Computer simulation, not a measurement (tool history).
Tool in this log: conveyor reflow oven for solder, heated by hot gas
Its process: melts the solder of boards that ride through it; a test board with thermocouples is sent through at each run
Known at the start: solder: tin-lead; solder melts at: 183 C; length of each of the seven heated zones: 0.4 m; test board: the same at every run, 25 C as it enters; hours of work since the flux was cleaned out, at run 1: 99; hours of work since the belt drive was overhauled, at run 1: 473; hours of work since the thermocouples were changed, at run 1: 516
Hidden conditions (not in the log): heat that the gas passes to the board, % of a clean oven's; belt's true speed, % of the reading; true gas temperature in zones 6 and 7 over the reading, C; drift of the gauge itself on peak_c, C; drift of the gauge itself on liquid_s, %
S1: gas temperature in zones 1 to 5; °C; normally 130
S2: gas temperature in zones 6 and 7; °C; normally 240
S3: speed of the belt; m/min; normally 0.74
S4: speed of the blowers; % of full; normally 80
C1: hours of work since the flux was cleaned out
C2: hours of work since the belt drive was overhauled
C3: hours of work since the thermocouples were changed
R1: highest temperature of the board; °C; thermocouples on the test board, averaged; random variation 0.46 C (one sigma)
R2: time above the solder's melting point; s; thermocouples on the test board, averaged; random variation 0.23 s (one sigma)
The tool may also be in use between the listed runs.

{"run": 1, "hour": 0.0, "S1": 130, "S2": 240, "S3": 0.74, "S4": 80, "C1": 99, "C2": 473, "C3": 516, "R1": 221.3, "R2": 49.6}
{"run": 2, "hour": 20.2, "S1": 130, "S2": 240, "S3": 0.74, "S4": 80, "C1": 111, "C2": 486, "C3": 528, "R1": 221.3, "R2": 49.7}
{"run": 3, "hour": 46.7, "S1": 137, "S2": 240, "S3": 0.74, "S4": 80, "C1": 127, "C2": 501, "C3": 544, "R1": 221.8, "R2": 51.7}
{"run": 4, "hour": 72.1, "S1": 130, "S2": 240, "S3": 0.74, "S4": 80, "C1": 143, "C2": 517, "C3": 559, "R1": 221.7, "R2": 49.4}
{"run": 5, "hour": 94.4, "S1": 130, "S2": 240, "S3": 0.74, "S4": 80, "C1": 156, "C2": 530, "C3": 573, "R1": 220.9, "R2": 49.2}
{"hour": 108.0, "done": "flux residue cleaned out of gas plates and filters"}
{"run": 6, "hour": 126.9, "S1": 130, "S2": 240, "S3": 0.74, "S4": 80, "C1": 11, "C2": 547, "C3": 589, "R1": 219.8, "R2": 48.4}
{"run": 7, "hour": 151.2, "S1": 130, "S2": 240, "S3": 0.74, "S4": 80, "C1": 26, "C2": 561, "C3": 604, "R1": 218.8, "R2": 48}

Forecast run 8:
{"run": 8, "hour": 164.7, "S1": 130, "S2": 240, "S3": 0.603, "S4": 80, "C1": 34, "C2": 570, "C3": 612, "R1": "?", "R2": "?"}

R1: 225.2 °C
R2: 64.6 s
With the hidden condition absent and the run-to-run variation left alone, this run would have shown R1 230.1 °C, R2 67.2 s.
